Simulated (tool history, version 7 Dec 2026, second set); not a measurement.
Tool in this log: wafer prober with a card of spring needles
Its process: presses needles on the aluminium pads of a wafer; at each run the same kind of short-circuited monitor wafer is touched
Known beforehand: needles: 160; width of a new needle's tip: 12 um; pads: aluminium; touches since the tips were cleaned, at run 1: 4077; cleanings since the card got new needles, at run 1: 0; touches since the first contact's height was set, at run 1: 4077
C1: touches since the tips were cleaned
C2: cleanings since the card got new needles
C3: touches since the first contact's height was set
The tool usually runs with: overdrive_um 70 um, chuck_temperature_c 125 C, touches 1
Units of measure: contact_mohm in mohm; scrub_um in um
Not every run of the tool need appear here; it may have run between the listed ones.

run 1 hour=0.0 | overdrive_um=70 chuck_temperature_c=125 touches=1 | C1=4077 C2=0 C3=4077 | contact_mohm=255 scrub_um=9.19
run 2 hour=9.2 | overdrive_um=70 chuck_temperature_c=123 touches=1 | C1=6567 C2=0 C3=6567 | contact_mohm=253 scrub_um=9.18
-- hour=15.0 tips cleaned on abrasive film
run 3 hour=23.4 | overdrive_um=70 chuck_temperature_c=123 touches=1 | C1=2285 C2=1 C3=10370 | contact_mohm=259 scrub_um=9.18
run 4 hour=34.8 | overdrive_um=70 chuck_temperature_c=125 touches=1 | C1=5346 C2=1 C3=13431 | contact_mohm=259 scrub_um=9.19
-- hour=44.9 tips cleaned on abrasive film
run 5 hour=46.4 | overdrive_um=70 chuck_temperature_c=125 touches=1 | C1=404 C2=2 C3=16526 | contact_mohm=258 scrub_um=9.20
run 6 hour=59.2 | overdrive_um=70 chuck_temperature_c=125 touches=1 | C1=3867 C2=2 C3=19989 | contact_mohm=255 scrub_um=9.24
run 7 hour=71.9 | overdrive_um=70 chuck_temperature_c=125 touches=1 | C1=7278 C2=2 C3=23400 | contact_mohm=259 scrub_um=9.24
-- hour=75.3 tips cleaned on abrasive film
run 8 hour=78.7 | overdrive_um=70 chuck_temperature_c=125 touches=1 | C1=937 C2=3 C3=25222 | contact_mohm=261 scrub_um=9.24
run 9 hour=90.0 | overdrive_um=70 chuck_temperature_c=125 touches=1 | C1=3963 C2=3 C3=28248 | contact_mohm=258 scrub_um=9.25
run 10 hour=99.0 | overdrive_um=55 chuck_temperature_c=125 touches=1 | C1=6407 C2=3 C3=30692 | contact_mohm=258 scrub_um=7.27
-- hour=105.6 tips cleaned on abrasive film
run 11 hour=106.4 | overdrive_um=55 chuck_temperature_c=125 touches=1 | C1=198 C2=4 C3=32638 | contact_mohm=260 scrub_um=7.27
run 12 hour=119.9 | overdrive_um=70 chuck_temperature_c=125 touches=1 | C1=3850 C2=4 C3=36290 | contact_mohm=259 scrub_um=9.25
run 13 hour=127.8 | overdrive_um=70 chuck_temperature_c=44 touches=1 | C1=5973 C2=4 C3=38413 | contact_mohm=236 scrub_um=9.28
-- hour=135.9 tips cleaned on abrasive film
run 14 hour=138.0 | overdrive_um=70 chuck_temperature_c=125 touches=1 | C1=558 C2=5 C3=41131 | contact_mohm=257 scrub_um=9.29
run 15 hour=151.0 | overdrive_um=70 chuck_temperature_c=49 touches=1 | C1=4083 C2=5 C3=44656 | contact_mohm=239 scrub_um=9.28
run 16 hour=162.8 | overdrive_um=70 chuck_temperature_c=49 touches=1 | C1=7262 C2=5 C3=47835 | contact_mohm=241 scrub_um=9.31
-- hour=165.9 tips cleaned on abrasive film
run 17 hour=177.4 | overdrive_um=70 chuck_temperature_c=49 touches=1 | C1=3102 C2=6 C3=51728 | contact_mohm=238 scrub_um=9.34
run 18 hour=190.6 | overdrive_um=70 chuck_temperature_c=49 touches=1 | C1=6657 C2=6 C3=55283 | contact_mohm=239 scrub_um=9.30
-- hour=196.4 tips cleaned on abrasive film
run 19 hour=203.2 | overdrive_um=56 chuck_temperature_c=125 touches=2 | C1=1838 C2=7 C3=58671 | contact_mohm=259 scrub_um=7.46
run 20 hour=215.6 | overdrive_um=70 chuck_temperature_c=54 touches=3 | C1=5168 C2=7 C3=62001 | contact_mohm=240 scrub_um=9.35
run 21 hour=222.9 | overdrive_um=70 chuck_temperature_c=90 touches=3 | C1=7131 C2=7 C3=63964 | contact_mohm=250 scrub_um=9.34
-- hour=227.1 tips cleaned on abrasive film
run 22 hour=234.7 | overdrive_um=70 chuck_temperature_c=90 touches=3 | C1=2042 C2=8 C3=67129 | contact_mohm=245 scrub_um=9.35
run 23 hour=242.6 | overdrive_um=70 chuck_temperature_c=90 touches=2 | C1=4159 C2=8 C3=69246 | contact_mohm=250 scrub_um=9.37
run 24 hour=255.0 | overdrive_um=70 chuck_temperature_c=57 touches=1 | C1=7516 C2=8 C3=72603 | contact_mohm=240 scrub_um=9.36
-- hour=257.1 tips cleaned on abrasive film
-- hour=266.3 gauge calibrated
run 25 hour=267.6 | overdrive_um=81 chuck_temperature_c=44 touches=1 | C1=2817 C2=9 C3=75967 | contact_mohm=237 scrub_um=10.60
run 26 hour=277.9 | overdrive_um=66 chuck_temperature_c=26 touches=2 | C1=5599 C2=9 C3=78749 | contact_mohm=232 scrub_um=8.67
-- hour=287.6 tips cleaned on abrasive film
run 27 hour=290.0 | overdrive_um=71 chuck_temperature_c=97 touches=1 | C1=640 C2=10 C3=81976 | contact_mohm=247 scrub_um=9.32
run 28 hour=296.0 | overdrive_um=58 chuck_temperature_c=48 touches=1 | C1=2251 C2=10 C3=83587 | contact_mohm=236 scrub_um=7.62
run 29 hour=305.9 | overdrive_um=58 chuck_temperature_c=48 touches=1 | C1=4940 C2=10 C3=86276 | contact_mohm=238 scrub_um=7.61
run 30 hour=312.9 | overdrive_um=58 chuck_temperature_c=48 touches=1 | C1=6810 C2=10 C3=88146 | contact_mohm=239 scrub_um=7.63
-- hour=318.0 tips cleaned on abrasive film
run 31 hour=323.0 | overdrive_um=68 chuck_temperature_c=31 touches=2 | C1=1334 C2=11 C3=90840 | contact_mohm=233 scrub_um=8.97
run 32 hour=333.3 | overdrive_um=68 chuck_temperature_c=31 touches=2 | C1=4126 C2=11 C3=93632 | contact_mohm=235 scrub_um=8.97
run 33 hour=347.6 | overdrive_um=52 chuck_temperature_c=38 touches=1 | C1=7979 C2=11 C3=97485 | contact_mohm=241 scrub_um=6.84
-- hour=349.1 tips cleaned on abrasive film
run 34 hour=360.9 | overdrive_um=60 chuck_temperature_c=59 touches=2 | C1=3195 C2=12 C3=101049 | contact_mohm=247 scrub_um=7.93
run 35 hour=374.3 | overdrive_um=60 chuck_temperature_c=59 touches=2 | C1=6787 C2=12 C3=104641 | contact_mohm=243 scrub_um=7.92
-- hour=379.9 tips cleaned on abrasive film
run 36 hour=381.9 | overdrive_um=54 chuck_temperature_c=58 touches=2 | C1=523 C2=13 C3=106670 | contact_mohm=242 scrub_um=7.16

Each row is a separate what-if for the run after 36, all from the same tool condition, not one after another. Results?
run A hour=388.3 | overdrive_um=54 chuck_temperature_c=58 touches=1 | C1=2249 C2=13 C3=108396 | contact_mohm=? scrub_um=?
run B hour=388.3 | overdrive_um=54 chuck_temperature_c=58 touches=2 | C1=2249 C2=13 C3=108396 | contact_mohm=? scrub_um=?
run C hour=388.3 | overdrive_um=54 chuck_temperature_c=104 touches=2 | C1=2249 C2=13 C3=108396 | contact_mohm=? scrub_um=?

run=A contact_mohm=242 scrub_um=7.15
run=B contact_mohm=243 scrub_um=7.13
run=C contact_mohm=254 scrub_um=7.15
Without the tool's hidden state the same runs would have given:
run=A contact_mohm=242 scrub_um=7.08
run=B contact_mohm=243 scrub_um=7.06
run=C contact_mohm=254 scrub_um=7.08
